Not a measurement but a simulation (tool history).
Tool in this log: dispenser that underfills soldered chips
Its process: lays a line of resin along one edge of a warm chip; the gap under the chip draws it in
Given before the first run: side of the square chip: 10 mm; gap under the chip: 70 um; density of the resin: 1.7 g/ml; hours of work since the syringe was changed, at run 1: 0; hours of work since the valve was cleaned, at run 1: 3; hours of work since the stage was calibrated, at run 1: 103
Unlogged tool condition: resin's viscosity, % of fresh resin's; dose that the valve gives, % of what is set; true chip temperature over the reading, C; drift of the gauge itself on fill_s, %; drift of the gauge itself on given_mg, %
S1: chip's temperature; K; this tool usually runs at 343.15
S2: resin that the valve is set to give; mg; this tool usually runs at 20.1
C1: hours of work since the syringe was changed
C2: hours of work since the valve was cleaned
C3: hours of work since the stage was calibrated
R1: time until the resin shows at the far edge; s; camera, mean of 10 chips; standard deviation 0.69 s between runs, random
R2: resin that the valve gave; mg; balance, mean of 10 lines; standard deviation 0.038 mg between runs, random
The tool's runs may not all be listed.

{"run": 1, "day": 0.0, "S1": 343.15, "S2": 20.1, "C1": 0, "C2": 3, "C3": 103, "R1": 64.1, "R2": 20.17}
{"run": 2, "day": 0.129, "S1": 343.15, "S2": 17.1, "C1": 2, "C2": 5, "C3": 105, "R1": 74.4, "R2": 17.17}
{"run": 3, "day": 0.25, "S1": 343.15, "S2": 20.1, "C1": 4, "C2": 7, "C3": 107, "R1": 83.9, "R2": 20.11}
{"run": 4, "day": 0.379, "S1": 343.15, "S2": 26.1, "C1": 6, "C2": 9, "C3": 109, "R1": 95.8, "R2": 26.06}
{"day": 0.429, "done": "new syringe of resin"}
{"run": 5, "day": 0.504, "S1": 343.15, "S2": 20.1, "C1": 1, "C2": 11, "C3": 110, "R1": 69.9, "R2": 20.01}
{"run": 6, "day": 0.612, "S1": 343.15, "S2": 24.7, "C1": 3, "C2": 13, "C3": 112, "R1": 78.2, "R2": 24.6}
{"run": 7, "day": 0.842, "S1": 343.15, "S2": 18.2, "C1": 6, "C2": 16, "C3": 116, "R1": 103, "R2": 18.03}
{"day": 0.867, "done": "new syringe of resin"}
{"run": 8, "day": 1.092, "S1": 343.15, "S2": 20.1, "C1": 3, "C2": 20, "C3": 119, "R1": 81.7, "R2": 19.95}
{"run": 9, "day": 1.188, "S1": 343.15, "S2": 20.1, "C1": 5, "C2": 22, "C3": 121, "R1": 89.7, "R2": 19.89}
{"day": 1.304, "done": "new syringe of resin"}
{"run": 10, "day": 1.354, "S1": 343.15, "S2": 20.1, "C1": 1, "C2": 24, "C3": 123, "R1": 67.5, "R2": 19.86}
{"run": 11, "day": 1.575, "S1": 343.15, "S2": 20.1, "C1": 4, "C2": 27, "C3": 127, "R1": 84.9, "R2": 19.9}
{"day": 1.746, "done": "new syringe of resin"}
{"run": 12, "day": 1.746, "S1": 336.15, "S2": 20.1, "C1": 0, "C2": 30, "C3": 129, "R1": 96.1, "R2": 19.83}
{"run": 13, "day": 1.988, "S1": 343.15, "S2": 23.2, "C1": 4, "C2": 34, "C3": 133, "R1": 82.9, "R2": 22.83}
{"run": 14, "day": 2.112, "S1": 343.15, "S2": 23.2, "C1": 6, "C2": 36, "C3": 135, "R1": 95.8, "R2": 22.85}
{"day": 2.175, "done": "new syringe of resin"}
{"run": 15, "day": 2.296, "S1": 343.15, "S2": 20.1, "C1": 2, "C2": 38, "C3": 137, "R1": 75.8, "R2": 19.73}
{"run": 16, "day": 2.392, "S1": 343.15, "S2": 18.1, "C1": 3, "C2": 40, "C3": 139, "R1": 84.5, "R2": 17.76}
{"run": 17, "day": 2.588, "S1": 328.15, "S2": 20.1, "C1": 6, "C2": 43, "C3": 142, "R1": 244.2, "R2": 19.59}
{"day": 2.621, "done": "new syringe of resin"}
{"run": 18, "day": 2.717, "S1": 328.15, "S2": 20.1, "C1": 1, "C2": 45, "C3": 144, "R1": 172.6, "R2": 19.65}
{"day": 2.875, "done": "dispensing valve cleaned and set on the balance"}
{"run": 19, "day": 2.888, "S1": 356.15, "S2": 25, "C1": 4, "C2": 0, "C3": 146, "R1": 41.3, "R2": 25.03}
{"run": 20, "day": 3.033, "S1": 356.15, "S2": 25, "C1": 6, "C2": 2, "C3": 148, "R1": 48.1, "R2": 24.96}
{"day": 3.096, "done": "new syringe of resin"}
{"run": 21, "day": 3.192, "S1": 340.15, "S2": 18.8, "C1": 1, "C2": 5, "C3": 150, "R1": 84.7, "R2": 18.77}
{"run": 22, "day": 3.421, "S1": 343.15, "S2": 23.5, "C1": 5, "C2": 8, "C3": 154, "R1": 89.6, "R2": 23.35}
{"day": 3.542, "done": "new syringe of resin"}
{"run": 23, "day": 3.596, "S1": 346.15, "S2": 23.6, "C1": 1, "C2": 11, "C3": 157, "R1": 58.9, "R2": 23.42}
{"run": 24, "day": 3.75, "S1": 334.15, "S2": 24.7, "C1": 3, "C2": 13, "C3": 159, "R1": 135.4, "R2": 24.58}
{"run": 25, "day": 3.929, "S1": 337.15, "S2": 24.2, "C1": 6, "C2": 16, "C3": 162, "R1": 136.9, "R2": 23.98}
{"day": 3.975, "done": "new syringe of resin"}
{"run": 26, "day": 4.092, "S1": 338.15, "S2": 24.1, "C1": 2, "C2": 18, "C3": 164, "R1": 96.1, "R2": 23.84}
{"run": 27, "day": 4.2, "S1": 335.15, "S2": 19.2, "C1": 4, "C2": 20, "C3": 166, "R1": 127.7, "R2": 18.97}
{"run": 28, "day": 4.317, "S1": 352.15, "S2": 18.9, "C1": 5, "C2": 22, "C3": 168, "R1": 58.8, "R2": 18.58}
{"day": 4.404, "done": "new syringe of resin"}
{"run": 29, "day": 4.504, "S1": 355.15, "S2": 26.1, "C1": 2, "C2": 25, "C3": 170, "R1": 38.6, "R2": 25.65}
{"run": 30, "day": 4.625, "S1": 339.15, "S2": 21, "C1": 3, "C2": 27, "C3": 172, "R1": 104.1, "R2": 20.64}
{"run": 31, "day": 4.817, "S1": 340.15, "S2": 19.5, "C1": 6, "C2": 30, "C3": 175, "R1": 122.5, "R2": 19.19}
{"day": 4.846, "done": "new syringe of resin"}
{"run": 32, "day": 4.958, "S1": 346.15, "S2": 20.1, "C1": 2, "C2": 32, "C3": 177, "R1": 63.2, "R2": 19.64}
{"run": 33, "day": 5.162, "S1": 341.15, "S2": 20.1, "C1": 5, "C2": 35, "C3": 180, "R1": 106, "R2": 19.63}
{"day": 5.279, "done": "new syringe of resin"}
{"run": 34, "day": 5.35, "S1": 341.15, "S2": 20.1, "C1": 1, "C2": 37, "C3": 183, "R1": 79.7, "R2": 19.65}
{"run": 35, "day": 5.579, "S1": 331.15, "S2": 21.7, "C1": 5, "C2": 41, "C3": 187, "R1": 179.6, "R2": 21.15}
{"day": 5.721, "done": "new syringe of resin"}
{"run": 36, "day": 5.796, "S1": 331.15, "S2": 21.7, "C1": 1, "C2": 44, "C3": 190, "R1": 143.9, "R2": 21.1}

Consider 4 possible next runs. They are alternatives, not a sequence: every one starts from the tool as it was left by run 36. What does each give?
{"run": "A", "day": 5.942, "S1": 331.15, "S2": 24, "C1": 3, "C2": 46, "C3": 192, "R1": "?", "R2": "?"}
{"run": "B", "day": 5.942, "S1": 344.15, "S2": 20.7, "C1": 3, "C2": 46, "C3": 192, "R1": "?", "R2": "?"}
{"run": "C", "day": 5.942, "S1": 339.15, "S2": 25.8, "C1": 3, "C2": 46, "C3": 192, "R1": "?", "R2": "?"}
{"run": "D", "day": 5.942, "S1": 352.15, "S2": 19.8, "C1": 3, "C2": 46, "C3": 192, "R1": "?", "R2": "?"}

run=A R1=164.6 R2=23.36
run=B R1=78.2 R2=20.09
run=C R1=103.7 R2=25.06
run=D R1=52.3 R2=19.26
Without the tool's unlogged condition, the same runs would have read:
run=A R1=119.6 R2=24.07
run=B R1=57 R2=20.69
run=C R1=75.7 R2=25.81
run=D R1=38.2 R2=19.84
